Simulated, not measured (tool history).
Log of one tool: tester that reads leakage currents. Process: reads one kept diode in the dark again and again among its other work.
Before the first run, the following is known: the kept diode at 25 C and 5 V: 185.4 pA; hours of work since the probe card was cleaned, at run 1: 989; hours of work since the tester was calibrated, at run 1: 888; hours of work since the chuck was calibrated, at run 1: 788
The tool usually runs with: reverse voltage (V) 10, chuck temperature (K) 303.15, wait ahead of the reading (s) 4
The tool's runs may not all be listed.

run,hour,reverse voltage (V),chuck temperature (K),wait ahead of the reading (s),hours of work since the probe card was cleaned,hours of work since the tester was calibrated,hours of work since the chuck was calibrated,current that the tester gives (pA)
1,0,10,303.15,4,989,888,788,365.41
2,116.9,10,303.15,4,1061,961,861,364.15
3,203.8,10,303.15,4,1115,1015,914,365.04
4,254,10,303.15,4,1146,1046,946,364.98
5,348.6,10,303.15,4,1205,1105,1004,363.83
6,418.4,10,303.15,4,1248,1148,1048,361.74
7,478.7,10,303.15,4,1285,1185,1085,365.1
8,582,10,303.15,4,1350,1249,1149,361.39
9,639.9,2.1,303.15,4,1385,1285,1185,187.49
10,738.6,2.1,303.15,4,1447,1346,1246,188.23
11,851.7,2.1,303.15,4,1517,1416,1316,187.85
12,928,10,303.15,4,1564,1464,1363,359.97
13,1040.5,10,303.15,4,1634,1534,1433,359.14
14,1112.4,10,303.15,4,1678,1578,1478,361.16
15,1214.5,12.5,303.15,4,1742,1641,1541,398.92
16,1312,5.8,303.15,4,1802,1702,1602,284.75
17,1421,10,303.15,0.59,1870,1769,1669,366.21
18,1533.6,10,304.15,4,1939,1839,1739,387.98
19,1605,10,309.15,4,1984,1884,1783,560.6
# hour 1715.5: probe card cleaned and baked
20,1717.5,2.1,303.15,4,1,1951,1851,180.58
21,1830.8,2.1,303.15,4,71,2022,1921,179.34
22,1937.2,2.1,303.15,4,137,2088,1987,178.36
# hour 1993: tester calibrated
23,2021.9,10.1,326.15,4,189,18,2039,1794.26
24,2135.7,18,325.15,1.9,259,88,2109,2103.09
25,2218.1,3.2,301.15,1.9,310,140,2160,178.04
26,2295,3.2,323.15,1.9,358,187,2208,914.34
27,2388.4,10,294.15,4,416,245,2266,161.6
# hour 2431.5: chuck's temperature calibrated
28,2443.2,3.6,317.15,4,449,278,7,693.56
29,2530.3,10,321.15,8.2,503,332,61,1386.52
30,2644.4,1.3,313.15,7.66,573,403,132,343.62
31,2756.2,13.9,309.15,0.81,643,472,201,675.1
32,2819.6,10,316.15,1.38,682,511,241,975.07
33,2917.4,14.2,332.15,0.31,743,572,301,3358.72
34,2985.6,12,332.15,0.35,785,614,344,3128.92
35,3097.4,9.4,307.15,6.62,854,684,413,487.78
36,3199.8,1.6,327.15,6.62,918,747,476,983.38
37,3260.3,8.3,310.15,3.91,955,784,514,576.16
38,3319.7,16.4,310.15,3.73,992,821,551,766.8
39,3418.5,19.4,296.15,0.41,1053,883,612,301.97
40,3471,19.4,296.15,0.41,1086,915,645,301.63

Hidden state at the last listed run before each entry between runs and at the first one after, where it differs:
Between runs 19 and 20: probe card cleaned and baked (hour 1715.5)
  stray current of the dirty probe card, pA a volt: 2.148 -> 0.022; current scale over the true one, %: 1.31 -> 1.36; true chuck temperature over the reading, C: -1.16 -> -1.2
  difference, measured minus the result without the unlogged condition, current that the tester gives (pA): -19.97 -> -15.17
Between runs 22 and 23: tester calibrated (hour 1993)
  stray current of the dirty probe card, pA a volt: 0.168 -> 0.222; current scale over the true one, %: 1.44 -> -0.01; true chuck temperature over the reading, C: -1.29 -> -1.32
  difference, measured minus the result without the unlogged condition, current that the tester gives (pA): -15.87 -> -166.21
Between runs 27 and 28: chuck's temperature calibrated (hour 2431.5)
  stray current of the dirty probe card, pA a volt: 0.462 -> 0.496; current scale over the true one, %: 0.14 -> 0.17; true chuck temperature over the reading, C: -1.46 -> 0.01
  difference, measured minus the result without the unlogged condition, current that the tester gives (pA): -15.6 -> +3.26
